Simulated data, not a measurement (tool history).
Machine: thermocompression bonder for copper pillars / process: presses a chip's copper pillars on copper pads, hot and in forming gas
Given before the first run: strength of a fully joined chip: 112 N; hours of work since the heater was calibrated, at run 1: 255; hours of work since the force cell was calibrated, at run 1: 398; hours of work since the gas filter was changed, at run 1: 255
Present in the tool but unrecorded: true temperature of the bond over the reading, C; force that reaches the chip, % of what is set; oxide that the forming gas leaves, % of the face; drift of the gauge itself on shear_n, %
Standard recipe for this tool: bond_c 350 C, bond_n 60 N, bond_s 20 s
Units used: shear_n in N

run     day  bond_c  bond_n  bond_s  hours of work since the heater was calibrated  hours of work since the force cell was calibrated  hours of work since the gas filter was changed  shear_n
  1   0.000     350      60      20                                            255                                                398                                             255     74.9
  2   2.658     350      60      20                                            288                                                431                                             288     76.0
  3   5.338     350      60      20                                            321                                                464                                             321     74.8
  4   7.396     350      60      20                                            347                                                490                                             347     74.6
  5  10.738     350      60      24                                            388                                                531                                             388     76.9
  6  12.275     350      60      24                                            407                                                550                                             407     78.1
  7  15.567     350      60      24                                            448                                                591                                             448     76.5
  8  17.742     350      60      24                                            475                                                618                                             475     76.3
     19.258  -- forming gas filter changed
  9  20.225     350      84      20                                            506                                                648                                              12     87.3
 10  22.388     350      84      20                                            532                                                675                                              39     85.7
 11  25.233     350      60      20                                            568                                                710                                              74     73.3
 12  27.842     350      60      20                                            600                                                743                                             106     73.5
 13  29.754     350      52      20                                            624                                                766                                             130     67.9
 14  31.383     350      60      34                                            644                                                787                                             150     83.3
 15  33.762     375      80      21                                            673                                                816                                             180     94.1
     34.042  -- heater calibrated with a thermocouple chip
 16  36.025     351      50      11                                             25                                                843                                             207     54.1
 17  39.371     350      44      10                                             66                                                885                                             248     47.0
 18  41.817     367      36      20                                             96                                                915                                             279     62.4
 19  44.367     367      36      14                                            128                                                947                                             310     55.5
 20  47.392     363      43      14                                            165                                                984                                             348     58.4
     50.250  -- heater calibrated with a thermocouple chip, once more
 21  50.250     378      80      22                                              0                                               1019                                             382     96.7
 22  53.083     347      48      19                                             35                                               1054                                             417     62.0
 23  56.150     354      48      16                                             73                                               1092                                             455     62.7

3 ways to go on from here, each from the tool as it stands after run 23. What would each give?
  A  57.708     377      46      27                                             92                                               1111                                             475        ?
  B  57.708     350      38      14                                             92                                               1111                                             475        ?
  C  57.708     325      54      18                                             92                                               1111                                             475        ?

run  shear_n
  A     83.7
  B     49.1
  C     50.3
Take away the tool's hidden state, keep each run's random variation, and the runs would have read:
run  shear_n
  A     90.3
  B     54.4
  C     55.9
